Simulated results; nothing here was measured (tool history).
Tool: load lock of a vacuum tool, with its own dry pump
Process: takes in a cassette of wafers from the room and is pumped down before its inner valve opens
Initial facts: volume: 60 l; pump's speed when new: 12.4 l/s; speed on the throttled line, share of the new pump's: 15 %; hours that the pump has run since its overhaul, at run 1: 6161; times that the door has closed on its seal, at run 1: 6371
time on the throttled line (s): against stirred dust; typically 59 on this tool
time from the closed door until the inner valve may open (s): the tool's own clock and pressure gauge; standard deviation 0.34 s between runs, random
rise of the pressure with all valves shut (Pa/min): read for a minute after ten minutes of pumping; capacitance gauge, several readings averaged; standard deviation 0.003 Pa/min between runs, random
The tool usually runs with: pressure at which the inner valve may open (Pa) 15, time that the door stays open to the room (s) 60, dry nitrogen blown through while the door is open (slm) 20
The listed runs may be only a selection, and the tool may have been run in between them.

run	hour	time on the throttled line (s)	pressure at which the inner valve may open (Pa)	time that the door stays open to the room (s)	dry nitrogen blown through while the door is open (slm)	hours that the pump has run since its overhaul	times that the door has closed on its seal	incoming humidity of the room's air, %	time from the closed door until the inner valve may open (s)	rise of the pressure with all valves shut (Pa/min)
1	0.0	59	15	60	20	6161	6371	43.7	96.2	0.115
2	178.8	59	15	60	21	6340	6724	46.1	96.2	0.123
3	312.4	115	15	60	20	6474	6988	43.3	142.7	0.131
4	425.7	59	15	60	20	6587	7212	47.4	96.3	0.138
5	533.7	59	15	60	20	6695	7425	44.0	96.4	0.135
6	651.9	59	15	60	20	6813	7659	44.5	96.8	0.141
7	828.8	59	15	60	20	6990	8008	47.2	97.2	0.150
8	996.9	59	15	60	20	7158	8340	43.2	96.7	0.150
9	1080.7	59	15	60	20	7242	8506	44.9	97.0	0.157
10	1196.3	59	15	60	20	7357	8734	44.3	96.6	0.158
11	1293.6	59	15	60	6	7455	8927	42.9	97.5	0.178
12	1452.3	59	15	60	7	7613	9240	47.0	97.2	0.188
13	1623.4	59	15	60	6	7785	9578	43.3	96.8	0.197
14	1777.0	59	29	60	20	7938	9881	43.2	94.3	0.183
15	1925.0	59	29	60	20	8086	10174	42.9	93.9	0.199
16	2041.8	59	29	60	20	8203	10405	44.6	93.7	0.203
17	2223.5	59	29	60	20	8385	10764	46.3	94.1	0.208
18	2347.9	59	29	60	20	8509	11009	40.8	93.7	0.214
19	2421.9	59	29	60	20	8583	11156	42.8	94.1	0.215
20	2590.2	74	12	35	36	8751	11488	42.5	111.1	0.209
21	2667.4	74	12	35	36	8829	11641	46.6	111.6	0.209
22	2813.8	51	15	60	14	8975	11930	44.1	92.1	0.247
23	2893.8	59	15	45	23	9055	12088	46.4	97.8	0.237
24	3052.5	51	18	45	11	9214	12401	46.1	90.7	0.261
25	3179.3	51	22	45	37	9340	12652	41.6	89.2	0.235
26	3359.6	116	18	60	20	9521	13008	41.0	143.9	0.261
27	3488.1	116	18	60	20	9649	13262	47.0	144.7	0.265
28	3618.0	67	15	52	24	9779	13519	44.7	105.2	0.285
29	3779.2	67	15	52	24	9940	13837	43.9	105.6	0.286
30	3872.6	59	15	40	10	10034	14022	43.8	99.1	0.292
31	4038.3	59	15	40	10	10199	14349	44.3	98.8	0.302
# hour 4085.7: dry pump taken out, an overhauled one fitted
32	4169.9	59	15	60	9	84	14597	47.2	93.2	0.327
33	4312.1	74	10	60	25	226	14878	43.9	107.7	0.303
34	4483.6	74	10	60	25	398	15217	41.2	107.5	0.317
35	4599.5	83	11	80	10	514	15446	43.0	115.0	0.345
36	4758.5	83	11	80	10	673	15760	40.2	114.5	0.360
37	4838.5	78	11	80	20	753	15918	43.6	111.0	0.364

Each row is a separate what-if for the run after 37, all from the same tool condition, not one after another. Results?
A	4941.0	64	11	122	9	855	16121	46.3	?	?
B	4941.0	59	26	27	6	855	16121	41.3	?	?
C	4941.0	78	11	226	20	855	16121	47.2	?	?

run	time from the closed door until the inner valve may open (s)	rise of the pressure with all valves shut (Pa/min)
A	98.8	0.385
B	90.0	0.349
C	110.1	0.390
Without the tool's unlogged condition, the same runs would have read:
run	time from the closed door until the inner valve may open (s)	rise of the pressure with all valves shut (Pa/min)
A	98.5	0.069
B	89.8	0.034
C	109.8	0.073

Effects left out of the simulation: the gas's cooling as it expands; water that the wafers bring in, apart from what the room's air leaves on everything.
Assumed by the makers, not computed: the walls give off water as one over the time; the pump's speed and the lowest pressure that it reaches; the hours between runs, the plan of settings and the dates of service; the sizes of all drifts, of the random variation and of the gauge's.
